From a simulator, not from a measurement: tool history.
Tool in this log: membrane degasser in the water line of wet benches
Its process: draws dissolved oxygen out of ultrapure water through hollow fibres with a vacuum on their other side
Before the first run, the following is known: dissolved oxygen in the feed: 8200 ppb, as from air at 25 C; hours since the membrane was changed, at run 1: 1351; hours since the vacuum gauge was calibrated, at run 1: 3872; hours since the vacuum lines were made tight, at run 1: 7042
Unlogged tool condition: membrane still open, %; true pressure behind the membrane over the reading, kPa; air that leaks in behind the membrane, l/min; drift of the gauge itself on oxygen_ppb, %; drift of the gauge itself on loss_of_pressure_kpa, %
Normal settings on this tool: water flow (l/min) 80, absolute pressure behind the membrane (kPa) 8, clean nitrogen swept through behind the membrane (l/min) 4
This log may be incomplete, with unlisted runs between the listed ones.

run	hour	water flow (l/min)	absolute pressure behind the membrane (kPa)	clean nitrogen swept through behind the membrane (l/min)	hours since the membrane was changed	hours since the vacuum gauge was calibrated	hours since the vacuum lines were made tight	dissolved oxygen in the water behind the degasser (ppb)	pressure that the water loses in the fibres (kPa)
1	0	80	8	4	1351	3872	7042	215.2	41.11
2	70.8	80	8	4	1421	3943	7113	216.3	41.55
3	134.5	80	8	4	1485	4006	7177	216	41.4
4	205.4	80	9.08	4	1556	4077	7247	263.1	41.38
5	289	80	9.08	4	1640	4161	7331	262.5	41.4
6	367.7	80	9.08	4	1718	4240	7410	259.9	41.44
# hour 374.2: vacuum gauge calibrated
7	422.7	80	9.08	4	1773	48	7464	265.2	41.79
8	503.9	86	8.21	4.79	1854	130	7545	209.4	44.28
9	572.9	106	5.63	3.28	1923	199	7614	178.2	54.92
# hour 616.5: vacuum gauge calibrated, once more
10	659.5	80	14.76	9.52	2009	43	7701	227.7	41.25
11	735.1	80	14.76	9.52	2085	119	7776	227.5	41.66
12	816.1	65	14.76	5.23	2166	200	7857	323.8	33.86
13	902.6	80	14.65	1.99	2252	286	7944	844	41.54

Same runs, no hidden state in the tool, same run-to-run variation:
run	dissolved oxygen in the water behind the degasser (ppb)	pressure that the water loses in the fibres (kPa)
1	210.1	40.84
2	211	41.27
3	210.7	41.1
4	257.6	41.07
5	256.9	41.07
6	254.2	41.1
7	257.5	41.43
8	202.2	43.88
9	166.8	54.41
10	227.1	40.84
11	226.8	41.24
12	322.8	33.5
13	845.2	41.08
